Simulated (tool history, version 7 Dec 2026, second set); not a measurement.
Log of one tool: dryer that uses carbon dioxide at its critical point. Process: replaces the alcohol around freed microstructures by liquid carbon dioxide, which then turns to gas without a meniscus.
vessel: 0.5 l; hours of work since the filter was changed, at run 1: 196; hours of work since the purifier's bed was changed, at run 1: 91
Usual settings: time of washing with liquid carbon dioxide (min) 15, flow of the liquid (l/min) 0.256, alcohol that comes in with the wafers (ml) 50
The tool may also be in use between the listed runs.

run,day,time of washing with liquid carbon dioxide (min),flow of the liquid (l/min),alcohol that comes in with the wafers (ml),hours of work since the filter was changed,hours of work since the purifier's bed was changed,alcohol left in the vessel before it's heated (ppm by volume)
1,0.000,15,0.256,50,196,91,238
2,1.288,15,0.256,50,217,111,266
3,2.483,15,0.256,50,235,130,288
4,3.354,15,0.256,50,249,144,307
5,4.804,15,0.256,111,272,166,697
# day 5.733: inlet filter changed
6,6.312,15,0.256,50,9,190,144
7,7.300,11,0.256,50,25,205,743
8,8.167,11,0.256,50,38,219,804
9,9.167,11,0.256,50,54,235,835
10,10.492,11,0.256,50,75,256,872
11,11.725,11,0.256,50,95,275,930
12,13.179,12,0.256,50,117,298,658
13,14.304,9,0.260,53,135,316,2369
14,15.879,12,0.260,21,160,341,356
15,17.450,9,0.174,50,185,365,8497
16,18.992,9,0.174,55,209,390,9834
17,19.867,9,0.370,24,223,403,381
18,21.296,9,0.370,24,246,426,399
19,23.212,12,0.211,47,276,456,2235
# day 23.979: inlet filter changed
20,25.242,18,0.236,54,20,488,151
# day 26.275: purifier's bed changed
21,26.338,11,0.303,23,35,1,142
22,27.483,11,0.209,23,53,19,874
23,28.662,11,0.209,23,72,38,931

3 ways to go on from here, each from the tool as it stands after run 23. What would each give?
A,30.204,16,0.209,23,96,62,?
B,30.204,18,0.253,29,96,62,?
C,30.204,10,0.256,34,96,62,?

run,alcohol left in the vessel before it's heated (ppm by volume)
A,186
B,40
C,972
Without the tool's hidden state the same runs would have given:
run,alcohol left in the vessel before it's heated (ppm by volume)
A,122
B,17
C,721

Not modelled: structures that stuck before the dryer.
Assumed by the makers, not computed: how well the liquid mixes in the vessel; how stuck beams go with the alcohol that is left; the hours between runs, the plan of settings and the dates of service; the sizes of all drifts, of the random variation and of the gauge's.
